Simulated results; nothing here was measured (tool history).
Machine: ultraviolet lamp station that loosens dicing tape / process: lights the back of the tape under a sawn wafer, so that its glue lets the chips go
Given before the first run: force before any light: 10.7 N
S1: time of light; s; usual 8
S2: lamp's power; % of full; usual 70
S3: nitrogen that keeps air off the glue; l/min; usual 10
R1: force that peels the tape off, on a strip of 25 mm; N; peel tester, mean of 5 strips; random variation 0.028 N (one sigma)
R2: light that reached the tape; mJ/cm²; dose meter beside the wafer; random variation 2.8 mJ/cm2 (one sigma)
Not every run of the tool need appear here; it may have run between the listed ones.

run,hour,S1,S2,S3,R1,R2
1,0.0,8,70,10,1.840,324
2,6.7,8,70,10,1.781,325
3,13.2,8,70,18,1.477,324
4,24.3,8,70,18,1.435,322
5,34.2,8,70,4,2.833,322
6,46.0,8,70,4,2.873,316
# hour 47.7: window cleaned of glue's vapour
7,61.1,8,74,18,1.450,328

Expected results for the next run?
8,69.3,5,74,8,?,?

R1: 3.760 N
R2: 203 mJ/cm²
On a tool with no hidden condition, and with the same random variation, this run would have come out at R1 2.953 N, R2 250 mJ/cm².
